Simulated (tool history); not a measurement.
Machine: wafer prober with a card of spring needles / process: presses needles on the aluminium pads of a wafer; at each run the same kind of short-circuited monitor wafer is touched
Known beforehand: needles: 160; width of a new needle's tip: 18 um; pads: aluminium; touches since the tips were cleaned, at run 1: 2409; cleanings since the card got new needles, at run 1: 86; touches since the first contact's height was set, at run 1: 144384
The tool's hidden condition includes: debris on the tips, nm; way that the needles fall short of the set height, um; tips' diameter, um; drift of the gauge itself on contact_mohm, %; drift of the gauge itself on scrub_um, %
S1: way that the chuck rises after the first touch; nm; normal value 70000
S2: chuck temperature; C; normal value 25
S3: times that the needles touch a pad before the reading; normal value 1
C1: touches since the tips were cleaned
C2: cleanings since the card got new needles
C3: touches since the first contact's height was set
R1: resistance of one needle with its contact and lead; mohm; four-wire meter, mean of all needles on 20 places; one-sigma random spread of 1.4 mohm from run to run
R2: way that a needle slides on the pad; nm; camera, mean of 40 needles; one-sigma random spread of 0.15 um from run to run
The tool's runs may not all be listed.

run,hour,S1,S2,S3,C1,C2,C3,R1,R2
1,0,70000,25,1,2409,86,144384,129,19390
# hour 3.6: tips cleaned on abrasive film
# hour 12.5: tips cleaned on abrasive film
# hour 22.3: tips cleaned on abrasive film
2,24.9,70000,25,2,1216,89,155585,127,19380
# hour 31.3: tips cleaned on abrasive film
3,38.5,70000,25,1,3269,90,161715,128,19150
# hour 40.5: tips cleaned on abrasive film
# hour 50: tips cleaned on abrasive film
4,53.3,70000,25,1,1494,92,168349,128,19490
# hour 59.5: tips cleaned on abrasive film
# hour 68.5: tips cleaned on abrasive film
5,72.5,70000,25,1,1796,94,176948,129,19520
# hour 77.8: tips cleaned on abrasive film
# hour 86.3: tips cleaned on abrasive film
6,86.3,70000,25,1,0,96,183162,128,19410
# hour 95: tips cleaned on abrasive film
# hour 104: tips cleaned on abrasive film
# hour 112.9: tips cleaned on abrasive film
7,114.4,70000,46,1,656,99,195771,128,19360
# hour 122.1: tips cleaned on abrasive film
# hour 131: tips cleaned on abrasive film
8,134,70000,46,1,1390,101,204623,131,19390
# hour 139.4: tips cleaned on abrasive film
# hour 147.7: tips cleaned on abrasive film
# hour 151.9: height of the first contact set anew
9,154.6,70000,46,1,2987,103,1223,135,19550
# hour 156.6: tips cleaned on abrasive film
# hour 166.4: tips cleaned on abrasive film
10,173.9,70000,46,1,3442,105,9941,133,19680
# hour 175.6: tips cleaned on abrasive film
# hour 184: tips cleaned on abrasive film
# hour 192.2: tips cleaned on abrasive film
11,198.8,70000,25,1,2989,108,21108,129,19290
# hour 200.9: tips cleaned on abrasive film
# hour 209.8: tips cleaned on abrasive film
# hour 218.1: tips cleaned on abrasive film
12,225,70000,25,1,3152,111,32883,130,19590
# hour 227.1: tips cleaned on abrasive film
# hour 236.3: tips cleaned on abrasive film
13,242.4,70000,25,1,2763,113,40698,127,19430
# hour 245.6: tips cleaned on abrasive film
# hour 255.3: tips cleaned on abrasive film
14,260,83000,25,1,2147,115,48615,126,22940
# hour 263.6: tips cleaned on abrasive film
# hour 273: tips cleaned on abrasive film
# hour 281.6: tips cleaned on abrasive film
15,281.6,83000,25,1,0,118,58285,123,22940
# hour 290.5: tips cleaned on abrasive film
# hour 299.8: tips cleaned on abrasive film
16,302.8,73000,110,1,1361,120,67834,139,20280
# hour 308.3: tips cleaned on abrasive film
# hour 317.7: tips cleaned on abrasive film
17,322.8,73000,60,1,2329,122,76827,134,20190
# hour 326.8: tips cleaned on abrasive film
# hour 336.3: tips cleaned on abrasive film
18,342.7,73000,60,2,2904,124,85787,134,20050
# hour 345.5: tips cleaned on abrasive film
# hour 353.8: tips cleaned on abrasive film
# hour 362.7: tips cleaned on abrasive film
19,368.8,73000,60,2,2764,127,97512,134,20200
# hour 370.9: tips cleaned on abrasive film
# hour 379.7: tips cleaned on abrasive film
# hour 388.8: tips cleaned on abrasive film
20,396.1,86000,81,2,3290,130,109759,134,23790
# hour 397.3: tips cleaned on abrasive film
# hour 405.7: tips cleaned on abrasive film
# hour 413.8: tips cleaned on abrasive film
21,415.6,76000,81,2,790,133,118478,136,21040
# hour 423.4: tips cleaned on abrasive film
22,429.4,76000,81,2,2732,134,124732,136,21070
# hour 431.5: tips cleaned on abrasive film
# hour 440: tips cleaned on abrasive film
# hour 448.6: tips cleaned on abrasive film
23,453.9,76000,81,2,2390,137,135700,135,20960
# hour 457.1: tips cleaned on abrasive film
# hour 465.9: tips cleaned on abrasive film
24,473.5,76000,81,2,3454,139,144524,136,20820
# hour 475.4: tips cleaned on abrasive film
# hour 483.9: tips cleaned on abrasive film
# hour 493.1: tips cleaned on abrasive film
25,499.8,83000,58,1,3058,142,156348,129,22910

Run 26 has not been measured yet. What should we expect?
# hour 501.8: tips cleaned on abrasive film
# hour 510.6: tips cleaned on abrasive film
# hour 519.5: tips cleaned on abrasive film
26,524.4,67000,32,2,2221,145,167396,?,?

Run 26 yielded R1 130 mohm, R2 18230 nm.
Minus the tool's unlogged condition, the same run would have read R1 129 mohm, R2 18230 nm.
